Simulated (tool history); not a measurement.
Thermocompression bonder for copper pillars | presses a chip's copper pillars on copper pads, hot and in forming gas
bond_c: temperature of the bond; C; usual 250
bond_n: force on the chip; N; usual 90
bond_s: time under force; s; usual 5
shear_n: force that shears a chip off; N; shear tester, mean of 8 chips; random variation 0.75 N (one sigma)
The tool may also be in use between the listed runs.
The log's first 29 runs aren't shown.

run,hour,bond_c,bond_n,bond_s,hours of work since the heater was calibrated,hours of work since the force cell was calibrated,hours of work since the gas filter was changed,shear_n
30,942.7,250,57,3,288,1664,43,24.3
31,984.6,223,81,5,316,1693,72,33.7
32,1028.2,223,81,5,346,1722,101,33.4
33,1062.1,238,70,5,369,1745,124,33.8
34,1097.9,243,134,7,393,1769,148,80.8
35,1117.5,243,134,7,406,1783,162,81.3
36,1137.2,250,116,4,419,1796,175,62.2
# hour 1144.5: forming gas filter changed
37,1175.1,250,116,4,445,1821,21,67.6
38,1198.2,250,116,4,460,1837,36,67.6

Forecast each of these 4 alternatives for the next run:
A,1218.6,250,90,3,474,1851,50,?
B,1218.6,233,110,4,474,1851,50,?
C,1218.6,251,121,8,474,1851,50,?
D,1218.6,250,116,7,474,1851,50,?

run,shear_n
A,45.2
B,51.9
C,88.6
D,80.9
Without the tool's hidden state the same runs would have given:
run,shear_n
A,46.1
B,53.2
C,90.7
D,82.8
